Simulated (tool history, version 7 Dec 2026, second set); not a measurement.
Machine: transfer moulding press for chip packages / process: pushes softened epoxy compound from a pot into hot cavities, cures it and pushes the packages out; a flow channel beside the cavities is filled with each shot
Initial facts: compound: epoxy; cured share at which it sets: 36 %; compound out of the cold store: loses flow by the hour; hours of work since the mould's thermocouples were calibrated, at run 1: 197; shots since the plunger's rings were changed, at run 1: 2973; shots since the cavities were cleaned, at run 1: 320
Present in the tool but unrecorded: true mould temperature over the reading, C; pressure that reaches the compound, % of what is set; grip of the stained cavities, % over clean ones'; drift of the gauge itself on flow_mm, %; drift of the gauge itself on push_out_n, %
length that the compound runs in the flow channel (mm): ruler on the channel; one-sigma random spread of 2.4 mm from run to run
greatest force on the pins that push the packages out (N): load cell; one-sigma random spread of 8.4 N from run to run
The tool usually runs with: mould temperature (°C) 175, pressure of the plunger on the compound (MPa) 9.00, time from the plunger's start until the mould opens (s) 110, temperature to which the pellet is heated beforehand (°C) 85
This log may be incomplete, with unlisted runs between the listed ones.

run,hour,mould temperature (°C),pressure of the plunger on the compound (MPa),time from the plunger's start until the mould opens (s),temperature to which the pellet is heated beforehand (°C),hours of work since the mould's thermocouples were calibrated,shots since the plunger's rings were changed,shots since the cavities were cleaned,incoming compound's hours out of the cold store,length that the compound runs in the flow channel (mm),greatest force on the pins that push the packages out (N)
1,0.0,175,9.00,110,85,197,2973,320,37.8,567,690
2,8.5,175,9.00,110,85,203,3070,417,17.6,594,746
3,20.0,175,9.00,110,85,212,3203,550,12.2,604,797
4,25.8,175,9.00,110,85,216,3269,616,47.9,557,816
5,34.6,175,9.00,110,85,222,3370,717,30.9,572,815
# hour 43.3: plunger's sealing rings changed
# hour 46.6: cavities cleaned with cleaning compound and waxed
6,48.5,168,9.00,96,76,230,43,22,39.6,628,808
7,59.6,174,9.00,101,85,238,170,149,33.7,613,660
8,67.8,174,9.00,101,85,244,265,244,44.9,595,778
9,78.1,175,10.75,110,93,251,382,361,42.0,647,726
10,84.5,175,7.31,110,93,256,457,436,30.0,550,763

Predict each of these 5 candidate next runs independently; none follows another, all start after run 10:
A,92.4,176,10.46,110,93,262,547,526,15.5,?,?
B,92.4,175,7.31,110,93,262,547,526,30.7,?,?
C,92.4,175,6.88,107,80,262,547,526,45.7,?,?
D,92.4,173,6.97,120,93,262,547,526,10.4,?,?
E,92.4,179,7.53,110,75,262,547,526,10.1,?,?

run,length that the compound runs in the flow channel (mm),greatest force on the pins that push the packages out (N)
A,667,747
B,545,747
C,515,803
D,563,775
E,569,726
Take away the tool's hidden state, keep each run's random variation, and the runs would have read:
run,length that the compound runs in the flow channel (mm),greatest force on the pins that push the packages out (N)
A,676,348
B,553,347
C,522,377
D,571,365
E,577,339
